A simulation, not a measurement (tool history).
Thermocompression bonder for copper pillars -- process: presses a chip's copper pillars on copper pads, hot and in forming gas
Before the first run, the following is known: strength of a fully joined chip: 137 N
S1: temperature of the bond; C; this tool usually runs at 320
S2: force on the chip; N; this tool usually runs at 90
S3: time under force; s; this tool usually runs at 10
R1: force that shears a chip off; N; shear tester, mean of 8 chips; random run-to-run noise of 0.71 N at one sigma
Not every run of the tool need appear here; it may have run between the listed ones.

run 1 hour=0.0 | S1=320 S2=90 S3=10 | R1=59.4
run 2 hour=18.0 | S1=298 S2=90 S3=10 | R1=45.0
run 3 hour=46.1 | S1=298 S2=90 S3=10 | R1=44.5
run 4 hour=76.0 | S1=320 S2=90 S3=10 | R1=59.3
run 5 hour=89.0 | S1=320 S2=60 S3=10 | R1=43.7
run 6 hour=112.3 | S1=320 S2=60 S3=10 | R1=44.5
run 7 hour=135.2 | S1=320 S2=60 S3=10 | R1=44.4
run 8 hour=164.2 | S1=320 S2=60 S3=10 | R1=43.5
run 9 hour=187.7 | S1=320 S2=60 S3=10 | R1=43.9
run 10 hour=216.1 | S1=320 S2=60 S3=10 | R1=43.6
run 11 hour=235.5 | S1=320 S2=90 S3=9 | R1=57.4
run 12 hour=263.4 | S1=320 S2=90 S3=9 | R1=57.1
run 13 hour=291.4 | S1=320 S2=90 S3=9 | R1=58.0
-- hour=293.4 forming gas filter changed
run 14 hour=316.5 | S1=320 S2=90 S3=9 | R1=56.2
run 15 hour=331.1 | S1=320 S2=90 S3=9 | R1=56.0
run 16 hour=346.9 | S1=320 S2=90 S3=9 | R1=55.8
run 17 hour=360.6 | S1=320 S2=90 S3=10 | R1=59.5
run 18 hour=376.4 | S1=320 S2=90 S3=10 | R1=60.5
run 19 hour=403.5 | S1=320 S2=90 S3=10 | R1=59.7
run 20 hour=418.6 | S1=320 S2=90 S3=10 | R1=60.2
-- hour=430.6 heater calibrated with a thermocouple chip
run 21 hour=440.1 | S1=346 S2=56 S3=17 | R1=67.4
run 22 hour=463.9 | S1=343 S2=90 S3=26 | R1=98.7
run 23 hour=479.1 | S1=343 S2=79 S3=26 | R1=92.8
run 24 hour=505.8 | S1=309 S2=54 S3=16 | R1=42.6
run 25 hour=531.9 | S1=307 S2=90 S3=12 | R1=53.7
run 26 hour=557.7 | S1=343 S2=98 S3=10 | R1=80.1
run 27 hour=575.9 | S1=343 S2=98 S3=10 | R1=79.4
run 28 hour=601.6 | S1=343 S2=98 S3=10 | R1=78.6
run 29 hour=623.8 | S1=306 S2=120 S3=10 | R1=61.3
run 30 hour=651.2 | S1=347 S2=63 S3=12 | R1=67.2
run 31 hour=669.9 | S1=347 S2=63 S3=12 | R1=65.6
run 32 hour=691.7 | S1=317 S2=106 S3=10 | R1=64.3
run 33 hour=705.1 | S1=290 S2=72 S3=9 | R1=31.6
-- hour=719.3 force cell calibrated
run 34 hour=735.2 | S1=290 S2=72 S3=16 | R1=40.5
run 35 hour=760.7 | S1=315 S2=105 S3=10 | R1=63.6
run 36 hour=783.2 | S1=320 S2=83 S3=10 | R1=56.0
run 37 hour=795.3 | S1=320 S2=77 S3=24 | R1=71.9
run 38 hour=823.2 | S1=320 S2=120 S3=16 | R1=82.3

3 ways to go on from here, each from the tool as it stands after run 38. What would each give?
run A hour=836.9 | S1=320 S2=120 S3=12 | R1=?
run B hour=836.9 | S1=320 S2=57 S3=10 | R1=?
run C hour=836.9 | S1=320 S2=120 S3=25 | R1=?

run=A R1=74.9
run=B R1=41.8
run=C R1=93.3
Without the tool's unlogged condition, the same runs would have read:
run=A R1=74.8
run=B R1=41.8
run=C R1=93.3
